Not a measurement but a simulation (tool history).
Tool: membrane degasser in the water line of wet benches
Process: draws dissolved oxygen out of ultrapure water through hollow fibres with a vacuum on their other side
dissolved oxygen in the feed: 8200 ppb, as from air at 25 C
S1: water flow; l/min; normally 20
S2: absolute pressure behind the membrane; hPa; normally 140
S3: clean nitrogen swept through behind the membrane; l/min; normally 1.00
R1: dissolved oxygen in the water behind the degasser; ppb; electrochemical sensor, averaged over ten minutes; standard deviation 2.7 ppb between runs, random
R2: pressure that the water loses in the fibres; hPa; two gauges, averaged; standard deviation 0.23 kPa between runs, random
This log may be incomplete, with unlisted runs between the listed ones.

{"run": 1, "hour": 0.0, "S1": 20, "S2": 140, "S3": 1.0, "R1": 477.3, "R2": 571.8}
{"run": 2, "hour": 54.8, "S1": 20, "S2": 140, "S3": 1.0, "R1": 477.0, "R2": 572.5}
{"run": 3, "hour": 108.8, "S1": 20, "S2": 140, "S3": 2.8, "R1": 201.1, "R2": 573.9}
{"run": 4, "hour": 134.8, "S1": 20, "S2": 140, "S3": 2.8, "R1": 200.6, "R2": 567.5}
{"run": 5, "hour": 193.2, "S1": 20, "S2": 140, "S3": 1.0, "R1": 477.4, "R2": 569.6}
{"run": 6, "hour": 243.5, "S1": 20, "S2": 166, "S3": 1.0, "R1": 573.6, "R2": 568.6}
{"run": 7, "hour": 280.9, "S1": 20, "S2": 140, "S3": 1.0, "R1": 477.9, "R2": 571.8}
{"hour": 314.6, "done": "vacuum gauge calibrated"}
{"run": 8, "hour": 345.2, "S1": 20, "S2": 140, "S3": 1.0, "R1": 478.5, "R2": 570.1}
{"run": 9, "hour": 407.4, "S1": 20, "S2": 140, "S3": 1.0, "R1": 479.1, "R2": 572.1}
{"run": 10, "hour": 471.5, "S1": 20, "S2": 140, "S3": 1.0, "R1": 475.2, "R2": 568.1}
{"run": 11, "hour": 526.5, "S1": 20, "S2": 239, "S3": 1.0, "R1": 853.5, "R2": 568.0}
{"run": 12, "hour": 553.9, "S1": 20, "S2": 140, "S3": 1.03, "R1": 463.0, "R2": 576.0}
{"run": 13, "hour": 595.7, "S1": 32, "S2": 140, "S3": 1.0, "R1": 772.6, "R2": 916.6}
{"run": 14, "hour": 638.8, "S1": 32, "S2": 140, "S3": 1.0, "R1": 768.7, "R2": 921.7}
{"run": 15, "hour": 697.6, "S1": 32, "S2": 140, "S3": 1.0, "R1": 771.2, "R2": 923.1}
{"run": 16, "hour": 748.6, "S1": 32, "S2": 140, "S3": 1.0, "R1": 765.1, "R2": 920.9}
{"run": 17, "hour": 778.1, "S1": 27, "S2": 140, "S3": 1.33, "R1": 523.1, "R2": 776.3}
{"run": 18, "hour": 809.6, "S1": 27, "S2": 140, "S3": 1.33, "R1": 520.1, "R2": 777.1}
{"run": 19, "hour": 862.2, "S1": 27, "S2": 140, "S3": 1.33, "R1": 517.4, "R2": 779.6}
{"run": 20, "hour": 909.9, "S1": 20, "S2": 140, "S3": 1.25, "R1": 396.6, "R2": 577.6}
{"run": 21, "hour": 957.7, "S1": 25, "S2": 280, "S3": 2.2, "R1": 650.6, "R2": 722.0}
{"run": 22, "hour": 992.2, "S1": 20, "S2": 149, "S3": 0.88, "R1": 566.2, "R2": 575.8}
{"run": 23, "hour": 1026.6, "S1": 20, "S2": 149, "S3": 0.88, "R1": 564.5, "R2": 578.6}
{"run": 24, "hour": 1074.4, "S1": 31, "S2": 166, "S3": 0.92, "R1": 936.2, "R2": 892.3}
{"run": 25, "hour": 1131.4, "S1": 31, "S2": 166, "S3": 0.92, "R1": 940.7, "R2": 898.1}
{"run": 26, "hour": 1183.1, "S1": 20, "S2": 162, "S3": 0.6, "R1": 837.5, "R2": 580.7}
{"run": 27, "hour": 1246.9, "S1": 20, "S2": 162, "S3": 0.6, "R1": 841.2, "R2": 581.1}
{"run": 28, "hour": 1301.6, "S1": 20, "S2": 162, "S3": 0.6, "R1": 843.3, "R2": 581.2}
{"run": 29, "hour": 1360.8, "S1": 20, "S2": 140, "S3": 2.17, "R1": 252.5, "R2": 583.1}
{"run": 30, "hour": 1410.6, "S1": 20, "S2": 108, "S3": 1.08, "R1": 323.0, "R2": 579.7}
{"run": 31, "hour": 1439.0, "S1": 21, "S2": 254, "S3": 0.85, "R1": 1076.8, "R2": 608.3}
{"hour": 1496.3, "done": "gauge calibrated"}
{"run": 32, "hour": 1496.9, "S1": 21, "S2": 254, "S3": 0.85, "R1": 1075.5, "R2": 599.3}

Forecast each of these 3 alternatives for the next run:
{"run": "A", "hour": 1544.7, "S1": 21, "S2": 117, "S3": 1.0, "R1": "?", "R2": "?"}
{"run": "B", "hour": 1544.7, "S1": 20, "S2": 140, "S3": 1.74, "R1": "?", "R2": "?"}
{"run": "C", "hour": 1544.7, "S1": 20, "S2": 112, "S3": 1.0, "R1": "?", "R2": "?"}

run=A R1=402.4 R2=598.4
run=B R1=298.2 R2=574.7
run=C R1=363.9 R2=568.5
What these runs would have given with no unlogged condition in the tool:
run=A R1=402.3 R2=597.8
run=B R1=298.1 R2=574.1
run=C R1=363.8 R2=567.9

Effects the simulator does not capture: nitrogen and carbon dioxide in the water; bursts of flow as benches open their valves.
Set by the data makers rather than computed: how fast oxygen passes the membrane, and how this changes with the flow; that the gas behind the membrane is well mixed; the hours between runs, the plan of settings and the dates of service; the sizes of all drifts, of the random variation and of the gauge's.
